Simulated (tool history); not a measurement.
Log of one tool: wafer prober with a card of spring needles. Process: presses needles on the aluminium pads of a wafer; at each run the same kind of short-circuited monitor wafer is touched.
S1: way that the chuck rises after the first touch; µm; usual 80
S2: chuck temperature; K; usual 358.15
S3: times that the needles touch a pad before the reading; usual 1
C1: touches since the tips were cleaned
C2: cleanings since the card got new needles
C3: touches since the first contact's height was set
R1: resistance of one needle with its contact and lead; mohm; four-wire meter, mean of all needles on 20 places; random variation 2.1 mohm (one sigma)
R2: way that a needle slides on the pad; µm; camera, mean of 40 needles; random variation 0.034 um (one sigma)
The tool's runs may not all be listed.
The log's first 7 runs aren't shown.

run,hour,S1,S2,S3,C1,C2,C3,R1,R2
8,74.3,80,315.15,1,5594,17,139098,283,9.6
# hour 80: tips cleaned on abrasive film
9,80.1,66,358.15,1,40,18,141364,239,7.91
10,87.8,66,358.15,1,3072,18,144396,298,7.88
# hour 99.4: tips cleaned on abrasive film
11,99.4,80,358.15,1,0,19,148922,236,9.7
# hour 107.9: height of the first contact set anew
12,109.5,80,358.15,1,3891,19,642,278,9.89
# hour 118.7: tips cleaned on abrasive film
13,123.2,80,358.15,1,1770,20,6015,264,9.92
14,132.1,80,358.15,1,5287,20,9532,283,9.87
# hour 138.2: tips cleaned on abrasive film
15,143,80,358.15,1,1905,21,13795,272,9.9
16,155.2,89,305.15,1,6731,21,18621,264,11.05
# hour 158.2: tips cleaned on abrasive film
17,168.7,80,330.15,3,4158,22,23917,239,9.95
# hour 177.8: tips cleaned on abrasive film
18,177.8,80,330.15,3,0,23,27466,224,9.82
19,188.3,80,313.15,2,4127,23,31593,252,9.91
20,194,80,313.15,2,6401,23,33867,252,9.85
# hour 197.5: tips cleaned on abrasive film
21,203,80,358.15,3,2163,24,37369,243,9.86

Forecast run 22:
22,215,81,358.15,1,6913,24,42119,?,?

R1: 284 mohm
R2: 9.99 µm
Without the tool's hidden state the same run would have given R1 230 mohm, R2 10.05 µm.

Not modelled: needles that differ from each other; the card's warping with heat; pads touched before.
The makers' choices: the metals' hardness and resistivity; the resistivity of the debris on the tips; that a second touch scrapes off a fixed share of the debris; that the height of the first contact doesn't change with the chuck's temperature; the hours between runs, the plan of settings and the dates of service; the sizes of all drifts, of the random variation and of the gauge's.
